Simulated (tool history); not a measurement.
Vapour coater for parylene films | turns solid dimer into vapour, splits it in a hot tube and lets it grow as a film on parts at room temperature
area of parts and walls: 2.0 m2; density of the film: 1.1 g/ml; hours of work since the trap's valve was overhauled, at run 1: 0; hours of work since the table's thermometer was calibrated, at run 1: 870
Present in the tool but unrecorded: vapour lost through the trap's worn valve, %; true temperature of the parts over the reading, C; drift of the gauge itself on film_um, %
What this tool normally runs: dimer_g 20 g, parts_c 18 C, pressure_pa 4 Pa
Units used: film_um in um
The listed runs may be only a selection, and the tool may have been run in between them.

| run | hour | dimer_g | parts_c | pressure_pa | hours of work since the trap's valve was overhauled | hours of work since the table's thermometer was calibrated | film_um |
|---|---|---|---|---|---|---|---|
| 1 | 0 | 20 | 18 | 4 | 0 | 870 | 5.3 |
| 2 | 69 | 20 | 18 | 4 | 58 | 928 | 5.23 |
|  | 117.1 | table's thermometer calibrated |
| 3 | 123.9 | 20 | 18 | 3.58 | 103 | 6 | 5.01 |
| 4 | 200.2 | 20 | 18 | 3.58 | 167 | 70 | 5.01 |
| 5 | 235.8 | 20 | 18 | 3.58 | 197 | 99 | 4.87 |
| 6 | 310.3 | 20 | 18 | 4 | 259 | 162 | 4.69 |
|  | 320.7 | trap's valve overhauled |
| 7 | 389.9 | 20 | 16 | 4 | 58 | 225 | 5.61 |
| 8 | 438 | 20 | 20 | 4 | 98 | 265 | 4.52 |
| 9 | 499.6 | 20 | 20 | 4 | 150 | 317 | 4.43 |
|  | 538.2 | table's thermometer calibrated, once more |
| 10 | 560.8 | 20 | 18 | 4 | 200 | 19 | 4.99 |
|  | 641.9 | trap's valve overhauled |
| 11 | 646.2 | 21 | 18 | 4 | 4 | 87 | 5.7 |
| 12 | 705 | 20 | 18 | 4 | 53 | 136 | 5.27 |
| 13 | 769 | 20 | 18 | 4 | 106 | 190 | 5.12 |
| 14 | 804 | 21 | 18 | 4 | 136 | 219 | 5.34 |
| 15 | 882.5 | 21 | 18 | 4 | 202 | 285 | 5.19 |
| 16 | 924.5 | 21 | 16 | 4 | 237 | 320 | 5.54 |
|  | 963.1 | trap's valve overhauled |
| 17 | 995.4 | 21 | 16 | 4 | 27 | 376 | 6.1 |
| 18 | 1042.2 | 21 | 16 | 4 | 66 | 415 | 5.97 |
| 19 | 1084.7 | 21 | 24 | 4 | 102 | 451 | 4.03 |
| 20 | 1136.4 | 26 | 24 | 4 | 145 | 494 | 4.9 |
| 21 | 1220.4 | 26 | 24 | 4 | 215 | 564 | 4.8 |
|  | 1288 | trap's valve overhauled |
| 22 | 1294.3 | 26 | 24 | 4 | 5 | 623 | 5.18 |
| 23 | 1351.6 | 26 | 24 | 4 | 53 | 671 | 5.13 |
| 24 | 1437.2 | 19 | 13 | 10.75 | 125 | 743 | 5.66 |
| 25 | 1476.3 | 19 | 13 | 10.75 | 158 | 775 | 5.51 |
| 26 | 1549 | 20 | 18 | 6.89 | 219 | 836 | 4.68 |
| 27 | 1595.3 | 19 | 23 | 4 | 257 | 875 | 3.48 |
|  | 1609.2 | trap's valve overhauled |
| 28 | 1636.2 | 29 | 13 | 4 | 23 | 906 | 9.61 |
|  | 1711.5 | table's thermometer calibrated |
| 29 | 1720.1 | 32 | 15 | 2.76 | 92 | 7 | 9.78 |
| 30 | 1790.3 | 10 | 19 | 4 | 151 | 66 | 2.44 |
| 31 | 1830.4 | 17 | 15 | 2.19 | 184 | 100 | 5.11 |
| 32 | 1884 | 17 | 15 | 2.19 | 229 | 144 | 4.98 |
|  | 1936.1 | trap's valve overhauled |
| 33 | 1961 | 18 | 13 | 3.32 | 21 | 206 | 6.16 |
| 34 | 2020.5 | 18 | 13 | 3.32 | 71 | 255 | 6 |
| 35 | 2093.4 | 12 | 11 | 3.29 | 132 | 316 | 4.34 |
| 36 | 2177.1 | 12 | 11 | 3.29 | 202 | 387 | 4.14 |
| 37 | 2226.5 | 12 | 15 | 8.03 | 243 | 428 | 3.18 |
|  | 2256.6 | trap's valve overhauled |
| 38 | 2290.4 | 23 | 18 | 4 | 28 | 478 | 6.11 |
| 39 | 2369.1 | 23 | 18 | 5.21 | 94 | 544 | 5.77 |
| 40 | 2412.9 | 31 | 16 | 8.39 | 131 | 581 | 8.09 |
| 41 | 2492.8 | 23 | 16 | 2.87 | 198 | 648 | 6.26 |
| 42 | 2563.2 | 13 | 11 | 9.14 | 257 | 706 | 4.07 |
|  | 2578.2 | trap's valve overhauled |
| 43 | 2624.8 | 17 | 25 | 4 | 39 | 755 | 3.14 |
| 44 | 2679.6 | 17 | 25 | 4 | 85 | 801 | 3.1 |
| 45 | 2715.7 | 14 | 17 | 10.75 | 115 | 831 | 3.5 |
| 46 | 2788.1 | 20 | 13 | 7.09 | 176 | 891 | 5.99 |

3 ways to go on from here, each from the tool as it stands after run 46. What would each give?
| A | 2843.5 | 23 | 18 | 4 | 222 | 938 | ? |
| B | 2843.5 | 26 | 13 | 7.02 | 222 | 938 | ? |
| C | 2843.5 | 8 | 21 | 5.67 | 222 | 938 | ? |

| run | film_um |
|---|---|
| A | 5.54 |
| B | 7.63 |
| C | 1.59 |
Stripped of hidden state, with their random variation kept, the same runs would have yielded:
| run | film_um |
|---|---|
| A | 6.3 |
| B | 8.68 |
| C | 1.81 |
